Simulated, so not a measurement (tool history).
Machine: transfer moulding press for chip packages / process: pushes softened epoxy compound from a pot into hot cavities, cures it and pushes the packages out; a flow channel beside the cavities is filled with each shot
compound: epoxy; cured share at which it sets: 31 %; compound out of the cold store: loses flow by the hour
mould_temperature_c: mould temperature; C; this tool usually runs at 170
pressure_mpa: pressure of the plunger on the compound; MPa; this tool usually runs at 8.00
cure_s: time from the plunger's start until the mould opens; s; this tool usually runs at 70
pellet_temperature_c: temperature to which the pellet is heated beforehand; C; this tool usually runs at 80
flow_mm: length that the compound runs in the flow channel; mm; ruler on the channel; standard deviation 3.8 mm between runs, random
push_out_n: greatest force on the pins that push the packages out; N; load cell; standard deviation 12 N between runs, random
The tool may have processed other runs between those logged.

run	hour	mould_temperature_c	pressure_mpa	cure_s	pellet_temperature_c	incoming compound's hours out of the cold store	flow_mm	push_out_n
1	0.0	170	8.00	70	80	37.4	609	552
2	9.1	170	6.39	70	80	39.2	536	532
3	16.4	170	8.00	70	80	38.3	599	561
4	27.7	170	8.00	70	80	42.0	597	539
5	34.7	170	8.00	70	80	37.7	602	549
6	44.0	170	8.98	70	80	46.7	625	537
7	54.3	170	8.98	70	87	24.2	670	517
8	59.3	170	8.98	70	87	35.1	651	529
# hour 64.4: cavities cleaned with cleaning compound and waxed
9	69.6	170	8.98	70	87	47.8	623	504
10	78.4	170	8.98	70	87	17.6	682	547
11	89.6	167	8.98	70	87	13.6	697	655
12	101.9	170	8.00	70	80	39.7	606	546
13	113.5	170	8.00	70	80	47.3	585	548
14	120.5	170	8.00	56	80	10.6	659	1092
15	128.3	170	8.00	56	80	36.2	600	974
16	140.5	170	8.00	56	80	12.0	658	991
17	149.5	170	8.00	56	80	47.3	582	929
# hour 153.1: cavities cleaned with cleaning compound and waxed
18	159.1	170	7.54	56	80	23.3	618	1005
19	168.3	178	7.54	56	88	18.9	612	559
20	175.4	173	8.83	110	75	35.1	643	407
21	185.6	170	8.89	78	80	28.3	654	457
22	191.6	166	7.12	78	80	16.6	620	564
23	197.2	177	7.05	61	85	14.3	603	495
24	206.5	177	7.05	61	85	22.5	592	500
25	217.3	177	8.03	104	87	19.1	634	433
26	225.8	170	7.22	70	76	36.8	578	568
27	234.7	170	6.59	97	80	11.6	598	425
# hour 242.5: cavities cleaned with cleaning compound and waxed
28	242.9	170	9.99	70	80	46.2	663	533

5 ways to go on from here, each from the tool as it stands after run 28. What would each give?
A	249.8	167	9.99	70	80	18.0	?	?
B	249.8	163	8.00	70	71	38.6	?	?
C	249.8	170	9.29	66	80	12.5	?	?
D	249.8	167	9.99	70	73	19.3	?	?
E	249.8	170	6.69	70	80	39.4	?	?

run	flow_mm	push_out_n
A	729	680
B	614	913
C	713	634
D	729	731
E	552	528
What these runs would have given with no unlogged condition in the tool:
run	flow_mm	push_out_n
A	729	679
B	615	911
C	714	632
D	729	730
E	553	527
